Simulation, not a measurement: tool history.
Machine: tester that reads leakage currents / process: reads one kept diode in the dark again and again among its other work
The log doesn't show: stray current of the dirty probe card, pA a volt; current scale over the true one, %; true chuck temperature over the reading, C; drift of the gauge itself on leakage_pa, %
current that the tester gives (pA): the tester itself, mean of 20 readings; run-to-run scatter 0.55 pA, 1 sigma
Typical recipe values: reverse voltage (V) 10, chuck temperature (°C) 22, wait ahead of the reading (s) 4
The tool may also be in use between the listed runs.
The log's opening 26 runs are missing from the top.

| run | day | reverse voltage (V) | chuck temperature (°C) | wait ahead of the reading (s) | hours of work since the probe card was cleaned | hours of work since the tester was calibrated | hours of work since the chuck was calibrated | current that the tester gives (pA) |
|---|---|---|---|---|---|---|---|---|
| 27 | 27.446 | 3.2 | 26 | 3.89 | 1924 | 1100 | 44 | 126.81 |
| 28 | 28.408 | 2.5 | 34 | 2.29 | 1935 | 1112 | 56 | 232.21 |
| 29 | 29.846 | 4.9 | 22 | 4 | 1953 | 1129 | 74 | 105.69 |
| 30 | 31.171 | 2.3 | 22 | 0.59 | 1969 | 1145 | 90 | 76.71 |
| 31 | 32.233 | 3.6 | 20 | 2.72 | 1982 | 1158 | 103 | 76.47 |
|  | 32.533 | chuck's temperature calibrated, once more |
| 32 | 33.746 | 3.6 | 51 | 2.72 | 1999 | 1176 | 15 | 1431.63 |
| 33 | 34.754 | 1.7 | 27 | 1.17 | 2012 | 1188 | 27 | 147.86 |
| 34 | 36.117 | 14.5 | 27 | 1.17 | 2028 | 1205 | 44 | 352.79 |
| 35 | 36.975 | 14.5 | 42 | 1.17 | 2039 | 1215 | 54 | 1225.94 |
| 36 | 38.258 | 9.2 | 22 | 3.67 | 2054 | 1231 | 70 | 187.07 |
| 37 | 39.017 | 9.2 | 22 | 3.67 | 2064 | 1240 | 79 | 187.3 |
| 38 | 40.317 | 9.2 | 22 | 3.67 | 2080 | 1256 | 95 | 186.84 |
| 39 | 41.133 | 10 | 28 | 1.98 | 2089 | 1266 | 105 | 326.14 |
| 40 | 42.183 | 10 | 28 | 1.98 | 2102 | 1279 | 118 | 323.53 |

Branching from run 40: 4 alternative next runs. What would each branch give?
| A | 43.188 | 2.1 | 22 | 1.73 | 2115 | 1291 | 130 | ? |
| B | 43.188 | 10 | 58 | 4 | 2115 | 1291 | 130 | ? |
| C | 43.188 | 10 | 21 | 1.98 | 2115 | 1291 | 130 | ? |
| D | 43.188 | 6.3 | 44 | 6.88 | 2115 | 1291 | 130 | ? |

| run | current that the tester gives (pA) |
|---|---|
| A | 100.72 |
| B | 3555.36 |
| C | 177.45 |
| D | 1017.82 |
Take away the tool's hidden state, keep each run's random variation, and the runs would have read:
| run | current that the tester gives (pA) |
|---|---|
| A | 99.86 |
| B | 3588.25 |
| C | 168.12 |
| D | 1024.59 |
